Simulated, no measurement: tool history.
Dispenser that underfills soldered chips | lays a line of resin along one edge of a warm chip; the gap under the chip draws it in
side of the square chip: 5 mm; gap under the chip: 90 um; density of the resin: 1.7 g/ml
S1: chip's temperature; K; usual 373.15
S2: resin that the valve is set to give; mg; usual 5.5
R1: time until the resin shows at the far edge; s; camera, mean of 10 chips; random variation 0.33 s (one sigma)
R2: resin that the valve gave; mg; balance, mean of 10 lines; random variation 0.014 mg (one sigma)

| run | day | S1 | S2 | R1 | R2 |
|---|---|---|---|---|---|
| 1 | 0 | 373.15 | 5.5 | 23.3 | 5.32 |
| 2 | 0.308 | 373.15 | 5.5 | 14.4 | 5.33 |
| 3 | 0.621 | 373.15 | 5.5 | 20.2 | 5.31 |
| 4 | 0.867 | 373.15 | 5.5 | 27.2 | 5.3 |
| 5 | 1.154 | 373.15 | 6.77 | 14.8 | 6.53 |
| 6 | 1.325 | 373.15 | 6.77 | 19 | 6.49 |
| 7 | 1.625 | 373.15 | 6.77 | 26.8 | 6.49 |
| 8 | 1.854 | 373.15 | 6.77 | 14.1 | 6.5 |
| 9 | 2.083 | 373.15 | 6.77 | 17.9 | 6.48 |
| 10 | 2.308 | 373.15 | 6.77 | 24.2 | 6.48 |
| 11 | 2.538 | 373.15 | 6.77 | 12.9 | 6.48 |
| 12 | 2.75 | 382.15 | 5.5 | 12.1 | 5.25 |
| 13 | 2.9 | 382.15 | 5.5 | 14.7 | 5.24 |
| 14 | 3.121 | 369.15 | 5.5 | 29.8 | 5.22 |
| 15 | 3.383 | 369.15 | 5.38 | 17.8 | 5.12 |
| 16 | 3.521 | 373.15 | 6.71 | 17.4 | 6.39 |
| 17 | 3.862 | 373.15 | 7.04 | 24.4 | 7 |
| 18 | 4.1 | 386.15 | 7.02 | 8.3 | 7.03 |
| 19 | 4.288 | 383.15 | 5.51 | 11.6 | 5.48 |
| 20 | 4.558 | 372.15 | 5.5 | 23.7 | 5.47 |
| 21 | 4.8 | 373.15 | 6.77 | 11.8 | 6.73 |
| 22 | 5.104 | 373.15 | 6.77 | 17.5 | 6.72 |
| 23 | 5.312 | 378.15 | 5.62 | 18.7 | 5.58 |
| 24 | 5.496 | 365.15 | 5.73 | 15.8 | 5.68 |
| 25 | 5.771 | 365.15 | 5.73 | 21.2 | 5.64 |
| 26 | 6.017 | 365.15 | 5.73 | 28.3 | 5.66 |
| 27 | 6.279 | 363.15 | 5.76 | 16.7 | 5.67 |
| 28 | 6.433 | 383.15 | 6.42 | 10.7 | 6.3 |
| 29 | 6.746 | 381.15 | 5.5 | 15.4 | 5.41 |
| 30 | 6.967 | 366.15 | 5.5 | 35.3 | 5.39 |
| 31 | 7.204 | 366.15 | 5.5 | 19.1 | 5.38 |
| 32 | 7.508 | 366.15 | 5.5 | 26.6 | 5.37 |
| 33 | 7.667 | 366.15 | 5.5 | 32 | 5.36 |
| 34 | 7.942 | 366.15 | 5.5 | 18 | 5.37 |

Not shown: 12 entries that the log had between the listed runs. Between which runs, and how does the tool's hidden state differ before and after?
Between runs 1 and 2: new syringe of resin (day 0.2)
  resin's viscosity, % of fresh resin's: 193.1 -> 115.3; dose that the valve gives, % of what is set: 96.96 -> 96.8; true chip temperature over the reading, C: 1.44 -> 1.47
  measured less the result without the state, R1: +10.6 -> +1.3 s; R2: -0.17 -> -0.18 mg
Between runs 4 and 5: new syringe of resin (day 0.95)
  resin's viscosity, % of fresh resin's: 223.3 -> 130.1; dose that the valve gives, % of what is set: 96.48 -> 96.32; true chip temperature over the reading, C: 1.54 -> 1.57
  measured less the result without the state, R1: +14.3 -> +2.9 s; R2: -0.19 -> -0.25 mg
Between runs 7 and 8: new syringe of resin (day 1.696)
  resin's viscosity, % of fresh resin's: 227.8 -> 120.3; dose that the valve gives, % of what is set: 96.06 -> 95.94; true chip temperature over the reading, C: 1.62 -> 1.65
  measured less the result without the state, R1: +14.3 -> +1.7 s; R2: -0.26 -> -0.27 mg
Between runs 10 and 11: new syringe of resin (day 2.45)
  resin's viscosity, % of fresh resin's: 206.6 -> 108.3; dose that the valve gives, % of what is set: 95.68 -> 95.57; true chip temperature over the reading, C: 1.7 -> 1.73
  measured less the result without the state, R1: +11.6 -> +0.3 s; R2: -0.29 -> -0.3 mg
Between runs 14 and 15: new syringe of resin (day 3.204)
  resin's viscosity, % of fresh resin's: 216.1 -> 125.3; dose that the valve gives, % of what is set: 95.24 -> 95.08; true chip temperature over the reading, C: 1.8 -> 1.83
  measured less the result without the state, R1: +15 -> +2.8 s; R2: -0.26 -> -0.27 mg
Between runs 16 and 17: dispensing valve cleaned and set on the balance (day 3.662)
  resin's viscosity, % of fresh resin's: 147.3 -> 210.1; dose that the valve gives, % of what is set: 95 -> 99.76; true chip temperature over the reading, C: 1.84 -> 1.88
  measured less the result without the state, R1: +4.8 -> +11.8 s; R2: -0.33 -> -0.02 mg
Between runs 17 and 18: new syringe of resin (day 3.996)
  resin's viscosity, % of fresh resin's: 210.1 -> 112.3; dose that the valve gives, % of what is set: 99.76 -> 99.63; true chip temperature over the reading, C: 1.88 -> 1.91
  measured less the result without the state, R1: +11.8 -> +0.4 s; R2: -0.02 -> -0.02 mg
Between runs 20 and 21: new syringe of resin (day 4.758)
  resin's viscosity, % of fresh resin's: 193.2 -> 105.2; dose that the valve gives, % of what is set: 99.36 -> 99.25; true chip temperature over the reading, C: 1.97 -> 1.99
  measured less the result without the state, R1: +10.5 -> -0.2 s; R2: -0.03 -> -0.05 mg
Between runs 23 and 24: new syringe of resin (day 5.496)
  resin's viscosity, % of fresh resin's: 192.4 -> 100.7; dose that the valve gives, % of what is set: 98.97 -> 98.88; true chip temperature over the reading, C: 2.05 -> 2.07
  measured less the result without the state, R1: +8.3 -> -1.1 s; R2: -0.05 -> -0.06 mg
Between runs 26 and 27: new syringe of resin (day 6.246)
  resin's viscosity, % of fresh resin's: 187.1 -> 104.4; dose that the valve gives, % of what is set: 98.61 -> 98.48; true chip temperature over the reading, C: 2.13 -> 2.17
  measured less the result without the state, R1: +12.2 -> -0.6 s; R2: -0.08 -> -0.09 mg
Between runs 30 and 31: new syringe of resin (day 7.008)
  resin's viscosity, % of fresh resin's: 235.5 -> 125.5; dose that the valve gives, % of what is set: 98.08 -> 97.95; true chip temperature over the reading, C: 2.25 -> 2.27
  measured less the result without the state, R1: +19.3 -> +2.6 s; R2: -0.1 -> -0.11 mg
Between runs 33 and 34: new syringe of resin (day 7.758)
  resin's viscosity, % of fresh resin's: 217.6 -> 123.2; dose that the valve gives, % of what is set: 97.7 -> 97.57; true chip temperature over the reading, C: 2.32 -> 2.35
  measured less the result without the state, R1: +16.3 -> +2.2 s; R2: -0.13 -> -0.14 mg

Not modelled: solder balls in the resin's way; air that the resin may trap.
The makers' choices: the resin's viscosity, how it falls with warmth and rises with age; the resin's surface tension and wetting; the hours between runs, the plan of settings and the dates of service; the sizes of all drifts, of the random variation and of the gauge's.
